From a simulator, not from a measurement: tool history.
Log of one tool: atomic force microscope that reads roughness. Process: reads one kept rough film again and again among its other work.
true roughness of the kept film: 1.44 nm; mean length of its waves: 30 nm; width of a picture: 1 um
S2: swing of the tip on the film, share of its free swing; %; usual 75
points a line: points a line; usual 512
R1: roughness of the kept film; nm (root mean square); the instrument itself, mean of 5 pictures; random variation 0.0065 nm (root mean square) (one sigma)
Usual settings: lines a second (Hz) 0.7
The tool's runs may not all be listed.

{"run": 1, "hour": 0.0, "lines a second (Hz)": 0.7, "S2": 75, "points a line": 512, "R1": 1.265}
{"run": 2, "hour": 6.7, "lines a second (Hz)": 0.7, "S2": 75, "points a line": 512, "R1": 1.246}
{"run": 3, "hour": 13.0, "lines a second (Hz)": 0.7, "S2": 75, "points a line": 390, "R1": 1.245}
{"run": 4, "hour": 21.3, "lines a second (Hz)": 0.7, "S2": 59, "points a line": 512, "R1": 1.269}
{"run": 5, "hour": 28.5, "lines a second (Hz)": 0.7, "S2": 59, "points a line": 512, "R1": 1.272}
{"run": 6, "hour": 34.2, "lines a second (Hz)": 0.7, "S2": 75, "points a line": 512, "R1": 1.247}
{"run": 7, "hour": 41.7, "lines a second (Hz)": 0.7, "S2": 75, "points a line": 512, "R1": 1.228}
{"run": 8, "hour": 48.7, "lines a second (Hz)": 0.7, "S2": 75, "points a line": 512, "R1": 1.225}
{"hour": 54.9, "done": "new tip fitted"}
{"run": 9, "hour": 57.0, "lines a second (Hz)": 0.7, "S2": 75, "points a line": 512, "R1": 1.315}
{"run": 10, "hour": 66.0, "lines a second (Hz)": 0.948, "S2": 62, "points a line": 599, "R1": 1.323}

Forecast run 11:
{"run": 11, "hour": 70.1, "lines a second (Hz)": 0.653, "S2": 58, "points a line": 599, "R1": "?"}

R1: 1.337 nm (root mean square)
Without the tool's hidden state the same run would have given R1 1.359 nm (root mean square).
